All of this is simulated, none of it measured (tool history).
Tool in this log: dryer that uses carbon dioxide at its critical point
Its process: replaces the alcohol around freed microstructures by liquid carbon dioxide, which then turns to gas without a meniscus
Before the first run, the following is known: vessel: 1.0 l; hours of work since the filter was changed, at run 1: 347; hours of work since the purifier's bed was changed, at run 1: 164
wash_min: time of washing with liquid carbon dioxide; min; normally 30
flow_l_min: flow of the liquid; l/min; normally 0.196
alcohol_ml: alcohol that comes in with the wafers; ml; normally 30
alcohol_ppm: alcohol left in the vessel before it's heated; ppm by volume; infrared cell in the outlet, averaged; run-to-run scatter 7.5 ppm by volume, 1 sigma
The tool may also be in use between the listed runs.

run   hour  wash_min  flow_l_min  alcohol_ml  hours of work since the filter was changed  hours of work since the purifier's bed was changed  alcohol_ppm
  1      0        30       0.196          30                                         347                                                 164          754
  2    9.8        30       0.196          30                                         352                                                 170          792
  3   24.2        30       0.196          30                                         360                                                 177          789
  4   33.4        30       0.196          30                                         365                                                 182          817
  5   46.6        30       0.196          30                                         372                                                 189          826
  6     65        30       0.196          30                                         382                                                 199          868
  7   79.2        30       0.301          30                                         389                                                 206          152
  8   96.4        30       0.301          30                                         398                                                 215          156
  9  105.7        30       0.301          30                                         403                                                 220          140
     114.4  -- inlet filter changed
 10  121.3        30       0.193          30                                           4                                                 228          442
 11  134.1        33       0.193          30                                          10                                                 235          293
 12  151.9        33       0.193          30                                          20                                                 244          306
 13  170.9        33       0.193          30                                          30                                                 254          309
 14  183.7        33       0.193          30                                          36                                                 261          319
 15  199.7        30       0.196          30                                          45                                                 269          455
 16  214.3        30       0.196          30                                          53                                                 277          437
 17  234.9        30       0.196          30                                          63                                                 288          460
 18  254.1        30       0.126          30                                          74                                                 298         1981
 19  269.2        30       0.196          61                                          82                                                 306          939
 20  282.4        23       0.196          30                                          88                                                 313         1221
 21  302.4        23       0.196          30                                          99                                                 323         1250
 22  321.9        23       0.196          30                                         109                                                 334         1227
 23  333.3        23       0.196          30                                         115                                                 340         1305
 24  346.7        30       0.158          30                                         122                                                 347         1081
 25  366.4        34       0.267          58                                         133                                                 357          141
 26  387.2        35       0.306          98                                         144                                                 368          102
 27  404.2        30       0.155          24                                         153                                                 377         1010
 28    414        27       0.163          74                                         158                                                 382         3562
 29  425.6        31       0.151          23                                         164                                                 388          953
 30  434.9        38       0.151          80                                         169                                                 393         1550
 31  445.6        38       0.151          80                                         174                                                 399         1588
 32  459.4        31       0.205          80                                         182                                                 406         1074
 33  474.1        45       0.328          30                                         189                                                 414           53

Predict the results of run 34:
 34  488.6        46       0.328          30                                         197                                                 421            ?

{"run 34": {"alcohol_ppm": 57}}
Without the tool's hidden state the same run would have given alcohol_ppm 3 ppm by volume.
